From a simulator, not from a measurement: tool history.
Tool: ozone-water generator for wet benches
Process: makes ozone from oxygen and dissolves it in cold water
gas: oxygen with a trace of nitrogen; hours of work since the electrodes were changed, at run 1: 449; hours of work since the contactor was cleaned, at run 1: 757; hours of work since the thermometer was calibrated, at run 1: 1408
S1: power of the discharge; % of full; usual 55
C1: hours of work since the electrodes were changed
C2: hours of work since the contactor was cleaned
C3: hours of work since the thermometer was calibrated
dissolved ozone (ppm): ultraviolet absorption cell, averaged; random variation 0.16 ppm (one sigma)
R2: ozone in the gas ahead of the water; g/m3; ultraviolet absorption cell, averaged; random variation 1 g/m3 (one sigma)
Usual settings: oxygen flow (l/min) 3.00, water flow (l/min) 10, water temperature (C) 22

run 1 hour=0.0 | S1=55 oxygen_flow_(l/min)=3.00 water_flow_(l/min)=10 water_temperature_(C)=22 | C1=449 C2=757 C3=1408 | dissolved_ozone_(ppm)=20.0 R2=179.1
run 2 hour=38.6 | S1=55 oxygen_flow_(l/min)=3.00 water_flow_(l/min)=12 water_temperature_(C)=22 | C1=478 C2=785 C3=1437 | dissolved_ozone_(ppm)=17.4 R2=178.7
run 3 hour=82.6 | S1=55 oxygen_flow_(l/min)=3.00 water_flow_(l/min)=12 water_temperature_(C)=22 | C1=510 C2=818 C3=1469 | dissolved_ozone_(ppm)=17.2 R2=179.6
run 4 hour=103.3 | S1=55 oxygen_flow_(l/min)=3.00 water_flow_(l/min)=12 water_temperature_(C)=22 | C1=525 C2=833 C3=1484 | dissolved_ozone_(ppm)=17.4 R2=179.9
run 5 hour=141.2 | S1=55 oxygen_flow_(l/min)=3.00 water_flow_(l/min)=10 water_temperature_(C)=22 | C1=552 C2=860 C3=1511 | dissolved_ozone_(ppm)=20.0 R2=177.7
run 6 hour=175.7 | S1=55 oxygen_flow_(l/min)=3.00 water_flow_(l/min)=10 water_temperature_(C)=22 | C1=577 C2=885 C3=1537 | dissolved_ozone_(ppm)=19.7 R2=180.4
run 7 hour=215.6 | S1=55 oxygen_flow_(l/min)=3.00 water_flow_(l/min)=10 water_temperature_(C)=22 | C1=607 C2=914 C3=1566 | dissolved_ozone_(ppm)=19.8 R2=176.7
run 8 hour=246.4 | S1=55 oxygen_flow_(l/min)=3.00 water_flow_(l/min)=10 water_temperature_(C)=22 | C1=629 C2=937 C3=1588 | dissolved_ozone_(ppm)=19.6 R2=178.7
run 9 hour=277.9 | S1=55 oxygen_flow_(l/min)=3.00 water_flow_(l/min)=8 water_temperature_(C)=22 | C1=652 C2=960 C3=1611 | dissolved_ozone_(ppm)=23.2 R2=177.2
run 10 hour=310.8 | S1=55 oxygen_flow_(l/min)=3.00 water_flow_(l/min)=12 water_temperature_(C)=22 | C1=676 C2=984 C3=1635 | dissolved_ozone_(ppm)=17.4 R2=178.9
run 11 hour=343.9 | S1=55 oxygen_flow_(l/min)=3.00 water_flow_(l/min)=7 water_temperature_(C)=22 | C1=700 C2=1008 C3=1659 | dissolved_ozone_(ppm)=25.0 R2=178.8
run 12 hour=366.1 | S1=55 oxygen_flow_(l/min)=3.00 water_flow_(l/min)=7 water_temperature_(C)=22 | C1=716 C2=1024 C3=1675 | dissolved_ozone_(ppm)=24.9 R2=178.4
run 13 hour=386.3 | S1=46 oxygen_flow_(l/min)=4.83 water_flow_(l/min)=7 water_temperature_(C)=20 | C1=731 C2=1039 C3=1690 | dissolved_ozone_(ppm)=20.1 R2=117.9
run 14 hour=423.5 | S1=41 oxygen_flow_(l/min)=3.00 water_flow_(l/min)=7 water_temperature_(C)=16 | C1=758 C2=1066 C3=1717 | dissolved_ozone_(ppm)=21.6 R2=138.5
-- hour=428.1 water thermometer calibrated
run 15 hour=449.4 | S1=97 oxygen_flow_(l/min)=3.50 water_flow_(l/min)=6 water_temperature_(C)=22 | C1=777 C2=1084 C3=15 | dissolved_ozone_(ppm)=43.0 R2=271.9
run 16 hour=491.4 | S1=97 oxygen_flow_(l/min)=2.98 water_flow_(l/min)=6 water_temperature_(C)=22 | C1=807 C2=1115 C3=46 | dissolved_ozone_(ppm)=44.7 R2=292.9
run 17 hour=529.9 | S1=67 oxygen_flow_(l/min)=4.38 water_flow_(l/min)=11 water_temperature_(C)=16 | C1=835 C2=1143 C3=74 | dissolved_ozone_(ppm)=23.7 R2=172.3
run 18 hour=570.5 | S1=67 oxygen_flow_(l/min)=4.38 water_flow_(l/min)=11 water_temperature_(C)=16 | C1=865 C2=1173 C3=104 | dissolved_ozone_(ppm)=23.5 R2=172.1
run 19 hour=613.6 | S1=67 oxygen_flow_(l/min)=2.78 water_flow_(l/min)=11 water_temperature_(C)=16 | C1=896 C2=1204 C3=135 | dissolved_ozone_(ppm)=24.0 R2=221.5
run 20 hour=634.8 | S1=67 oxygen_flow_(l/min)=4.36 water_flow_(l/min)=14 water_temperature_(C)=16 | C1=912 C2=1220 C3=151 | dissolved_ozone_(ppm)=19.5 R2=171.4

Measured less the same run without the tool's hidden state. The same run-to-run variation is in both; the gauge's scatter may not be:
The hidden state here: yield of the discharge, % of new electrodes'; contactor's efficiency, % of a clean one's; true water temperature over the reading, C; drift of the gauge itself on ozone_ppm, %; drift of the gauge itself on gas_g_m3, %.
run=1 dissolved_ozone_(ppm)=-0.4 R2=-0.7
run=2 dissolved_ozone_(ppm)=-0.3 R2=-0.9
run=3 dissolved_ozone_(ppm)=-0.4 R2=-0.9
run=4 dissolved_ozone_(ppm)=-0.3 R2=-0.9
run=5 dissolved_ozone_(ppm)=-0.5 R2=-1.1
run=6 dissolved_ozone_(ppm)=-0.4 R2=-1.1
run=7 dissolved_ozone_(ppm)=-0.5 R2=-1.1
run=8 dissolved_ozone_(ppm)=-0.5 R2=-1.2
run=9 dissolved_ozone_(ppm)=-0.5 R2=-1.3
run=10 dissolved_ozone_(ppm)=-0.4 R2=-1.4
run=11 dissolved_ozone_(ppm)=-0.6 R2=-1.4
run=12 dissolved_ozone_(ppm)=-0.6 R2=-1.5
run=13 dissolved_ozone_(ppm)=-0.4 R2=-0.8
run=14 dissolved_ozone_(ppm)=-0.4 R2=-0.9
run=15 dissolved_ozone_(ppm)=-1.3 R2=-4.2
run=16 dissolved_ozone_(ppm)=-1.5 R2=-4.7
run=17 dissolved_ozone_(ppm)=-0.8 R2=-2.2
run=18 dissolved_ozone_(ppm)=-0.8 R2=-2.3
run=19 dissolved_ozone_(ppm)=-0.8 R2=-3.1
run=20 dissolved_ozone_(ppm)=-0.7 R2=-2.5

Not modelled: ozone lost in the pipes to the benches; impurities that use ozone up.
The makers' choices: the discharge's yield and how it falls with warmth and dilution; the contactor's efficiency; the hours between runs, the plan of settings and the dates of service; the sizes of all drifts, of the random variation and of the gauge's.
